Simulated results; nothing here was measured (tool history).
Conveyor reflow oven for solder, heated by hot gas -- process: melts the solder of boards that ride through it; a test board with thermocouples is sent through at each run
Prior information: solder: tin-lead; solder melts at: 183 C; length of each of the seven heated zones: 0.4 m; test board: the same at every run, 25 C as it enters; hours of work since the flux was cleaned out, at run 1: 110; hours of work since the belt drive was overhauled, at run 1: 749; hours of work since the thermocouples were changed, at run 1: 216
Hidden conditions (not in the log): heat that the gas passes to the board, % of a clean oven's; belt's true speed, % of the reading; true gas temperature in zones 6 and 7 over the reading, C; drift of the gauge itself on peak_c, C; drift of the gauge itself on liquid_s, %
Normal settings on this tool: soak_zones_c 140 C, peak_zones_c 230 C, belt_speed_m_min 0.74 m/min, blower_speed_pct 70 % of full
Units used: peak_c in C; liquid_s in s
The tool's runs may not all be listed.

run    hour  soak_zones_c  peak_zones_c  belt_speed_m_min  blower_speed_pct  hours of work since the flux was cleaned out  hours of work since the belt drive was overhauled  hours of work since the thermocouples were changed  peak_c  liquid_s
  1       0           140           230              0.74                70                                           110                                                749                                                 216   214.3      47.5
  2    43.6           140           230              0.74                77                                           139                                                777                                                 245   215.1      48.5
  3   119.6           140           221              0.74                77                                           188                                                826                                                 294   207.4      42.5
  4   174.5           140           221              0.74                77                                           224                                                862                                                 330   207.8      42.8
  5   246.4           140           221              0.74                77                                           270                                                908                                                 376   206.6      42.4
      263.2  -- belt drive overhauled, speed set with a stopwatch
  6   302.9           140           221              0.74                77                                           304                                                 26                                                 410   205.8      41.1
  7   365.3           140           221              0.74                77                                           345                                                 66                                                 451   206.3      40.4
      424.8  -- flux residue cleaned out of gas plates and filters
  8     456           140           238              0.74                70                                            20                                                122                                                 506   221.7      51.7
  9   536.6           140           238             0.832                70                                            72                                                174                                                 559   217.3      43.4
 10     577           140           230              0.74                70                                            99                                                200                                                 585   213.8      46.9
 11   635.9           140           230             0.592                70                                           137                                                239                                                 623   220.4      65.2
 12   716.9           140           230              0.74                70                                           189                                                291                                                 676   213.3      46.7
 13   772.8           140           230              0.74                70                                           226                                                327                                                 712   213.4      46.6
 14   825.2           138           230              0.74                70                                           260                                                361                                                 746   213.5      45.4
 15   909.2           138           230              0.74                70                                           314                                                416                                                 800   213.2      45.1
 16   963.5           140           230             0.765                50                                           349                                                451                                                 836   204.7      35.4
     1013.2  -- flux residue cleaned out of gas plates and filters
 17  1020.1           131           230             0.651                50                                             4                                                485                                                 869   211.3      47.6
 18  1095.6           131           230             0.608                50                                            53                                                534                                                 918   213.2      53.4
 19  1141.9           135           233              0.78                80                                            84                                                564                                                 948   218.3        46
 20  1218.9           131           222              0.78                80                                           133                                                614                                                 998   207.1      37.2
 21  1278.4           153           230              0.74                86                                           172                                                652                                                1037     220      56.8

The next listed run, before its measurement:
 22  1347.2           153           230              0.74                86                                           217                                                697                                                1081       ?         ?

{"run 22": {"peak_c": 220.3, "liquid_s": 56.6}}
Without the tool's hidden state the same run would have given peak_c 219.7 C, liquid_s 55.7 s.
